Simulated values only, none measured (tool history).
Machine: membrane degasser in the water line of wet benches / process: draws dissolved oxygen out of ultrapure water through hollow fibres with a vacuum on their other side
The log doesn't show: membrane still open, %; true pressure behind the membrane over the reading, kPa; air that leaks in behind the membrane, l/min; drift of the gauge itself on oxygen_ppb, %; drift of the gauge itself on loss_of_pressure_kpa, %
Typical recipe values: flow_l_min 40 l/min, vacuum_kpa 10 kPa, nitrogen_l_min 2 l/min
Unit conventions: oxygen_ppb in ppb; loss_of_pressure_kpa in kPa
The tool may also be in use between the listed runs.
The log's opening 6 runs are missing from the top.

| run | hour | flow_l_min | vacuum_kpa | nitrogen_l_min | hours since the membrane was changed | hours since the vacuum gauge was calibrated | hours since the vacuum lines were made tight | oxygen_ppb | loss_of_pressure_kpa |
|---|---|---|---|---|---|---|---|---|---|
| 7 | 1102.4 | 24 | 19 | 2 | 8075 | 1747 | 2578 | 428.1 | 39.42 |
| 8 | 1256.4 | 24 | 19 | 2 | 8229 | 1901 | 2732 | 430 | 39.58 |
| 9 | 1486 | 51 | 10 | 2 | 8459 | 2131 | 2961 | 442.1 | 84.04 |
| 10 | 1650.1 | 40 | 10 | 2 | 8623 | 2295 | 3126 | 325.2 | 65.64 |
| 11 | 1809.6 | 40 | 7.4 | 2 | 8782 | 2454 | 3285 | 214.5 | 65.61 |
| 12 | 1935.7 | 40 | 7.4 | 2 | 8908 | 2580 | 3411 | 210.1 | 65.52 |
| 13 | 2037 | 56 | 10 | 2 | 9010 | 2682 | 3512 | 499.7 | 91.99 |
| 14 | 2209 | 56 | 19.7 | 2 | 9182 | 2854 | 3684 | 997.4 | 91.5 |
| 15 | 2335.1 | 56 | 19.7 | 2 | 9308 | 2980 | 3811 | 982.6 | 92.21 |
| 16 | 2569.6 | 64 | 10 | 2 | 9542 | 3214 | 4045 | 596.5 | 105.4 |
| 17 | 2711.7 | 29 | 12.7 | 1.76 | 9684 | 3357 | 4187 | 350.5 | 47.46 |
| 18 | 2912.5 | 40 | 14 | 2 | 9885 | 3557 | 4388 | 487 | 65.9 |
| 19 | 3102.2 | 39 | 14 | 1.11 | 10075 | 3747 | 4578 | 747.9 | 64.66 |

What does the tool deliver on the next run?
| 20 | 3323.2 | 26 | 13.4 | 1.11 | 10296 | 3968 | 4799 | ? | ? |

oxygen_ppb: 499.6 ppb
loss_of_pressure_kpa: 42.85 kPa
With no hidden state in the tool, this same run would have given oxygen_ppb 499.2 ppb, loss_of_pressure_kpa 42.77 kPa.
